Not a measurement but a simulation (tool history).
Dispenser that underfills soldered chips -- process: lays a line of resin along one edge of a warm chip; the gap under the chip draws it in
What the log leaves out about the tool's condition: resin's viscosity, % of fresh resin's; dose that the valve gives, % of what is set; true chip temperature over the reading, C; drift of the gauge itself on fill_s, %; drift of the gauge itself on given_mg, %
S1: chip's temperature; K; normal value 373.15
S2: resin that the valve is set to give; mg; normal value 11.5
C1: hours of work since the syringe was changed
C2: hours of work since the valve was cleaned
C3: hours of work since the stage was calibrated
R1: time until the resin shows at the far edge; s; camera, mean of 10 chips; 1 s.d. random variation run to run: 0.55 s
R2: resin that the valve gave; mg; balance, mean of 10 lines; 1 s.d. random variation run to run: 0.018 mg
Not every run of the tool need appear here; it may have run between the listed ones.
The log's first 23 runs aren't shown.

run   hour      S1    S2  C1  C2   C3    R1     R2
     195.3  -- new syringe of resin
 24  200.2  373.15  11.6   3  55  298  48.9  11.26
     208.4  -- new syringe of resin
 25  210.3  373.15  11.6   1  62  304  47.3  11.22
       216  -- dispensing valve cleaned and set on the balance
 26    221  361.15  11.5   8   3  311  77.6  11.47
     222.8  -- new syringe of resin
 27  229.3  371.15  10.7   4   9  316  53.3  10.65
     235.9  -- new syringe of resin
 28  238.7  371.15  10.7   2  15  322  50.8  10.61
 29  248.1  381.15  12.2   8  21  329  47.6  12.08
       249  -- new syringe of resin
 30    259  375.15  12.6   7  28  336  51.3  12.39
       262  -- new syringe of resin
 31  264.9  361.15  13.9   2  32  339  61.3  13.65
     274.8  -- new syringe of resin
 32    276  381.15    12   1  39  347  37.1  11.72
 33  281.8  381.15  11.9   5  43  350  41.7  11.63
     287.9  -- new syringe of resin
 34  289.5  363.15  11.5   1  48  355  59.4  11.21
 35  299.5  363.15  11.5   8  55  362  74.1  11.17

What if the next run were any one of these 4? Each begins from the tool's condition after run 35:
     301.1  -- new syringe of resin
  A  307.8  378.15  11.4   4  60  367   ?   ?
     301.1  -- new syringe of resin
  B  307.8  373.15  11.3   4  60  367   ?   ?
     301.1  -- new syringe of resin
  C  307.8  380.15  10.3   4  60  367   ?   ?
     301.1  -- new syringe of resin
  D  307.8  373.15  11.7   4  60  367   ?   ?

run    R1     R2
  A  44.5  11.01
  B  50.2  10.92
  C  44.3   9.99
  D  51.3  11.36
Take away the tool's hidden state, keep each run's random variation, and the runs would have read:
run    R1     R2
  A  40.5  11.38
  B  45.8  11.28
  C  40.3  10.32
  D  46.9  11.73

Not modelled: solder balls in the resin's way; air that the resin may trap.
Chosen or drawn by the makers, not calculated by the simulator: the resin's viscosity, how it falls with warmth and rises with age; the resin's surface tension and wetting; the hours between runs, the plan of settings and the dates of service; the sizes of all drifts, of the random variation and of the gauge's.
